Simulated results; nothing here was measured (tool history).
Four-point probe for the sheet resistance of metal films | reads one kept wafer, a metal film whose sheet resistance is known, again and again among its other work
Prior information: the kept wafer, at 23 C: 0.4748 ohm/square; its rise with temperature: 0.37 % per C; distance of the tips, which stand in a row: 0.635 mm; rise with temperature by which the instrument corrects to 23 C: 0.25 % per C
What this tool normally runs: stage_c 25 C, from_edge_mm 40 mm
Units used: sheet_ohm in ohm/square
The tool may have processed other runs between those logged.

run     day  stage_c  from_edge_mm  sheet_ohm
  1   0.000       25            40   0.477896
  2   1.354       25            40   0.478174
  3   2.862       25            40   0.478024
  4   4.529       25            40   0.478223
  5   6.717       25            41   0.478360
  6   8.367       25            41   0.478112
  7  10.846       25            41   0.478322
  8  13.321       22            40   0.476782
  9  14.921       25            40   0.478264
 10  16.942       25             5   0.482611
 11  19.567       22            40   0.476988
 12  21.108       22            40   0.477097
 13  22.788       22            40   0.477149
 14  24.158       22            40   0.476959
 15  26.008       24             4   0.484631
 16  28.025       25            40   0.478771
 17  30.408       25             5   0.483020
 18  31.925       25            16   0.479235
 19  34.533       25            25   0.479173
 20  37.217       27            14   0.480534
 21  38.958       27            14   0.480715
 22  40.454       27            14   0.480668

For each run, the measured value with the value that run would have given without the tool's hidden condition subtracted. The run-to-run variation is shared by both, the gauge scatter possibly not:
Hidden state present: inner tips' distance over the nominal, %; tips' flats over new ones', %; wafer's true temperature over the reading, C; drift of the gauge itself on sheet_ohm, %.
run  sheet_ohm
  1  +0.002130
  2  +0.002163
  3  +0.002203
  4  +0.002247
  5  +0.002305
  6  +0.002348
  7  +0.002414
  8  +0.002456
  9  +0.002519
 10  +0.002589
 11  +0.002607
 12  +0.002648
 13  +0.002687
 14  +0.002718
 15  +0.002814
 16  +0.002845
 17  +0.002927
 18  +0.002942
 19  +0.002994
 20  +0.003086
 21  +0.003130
 22  +0.003166
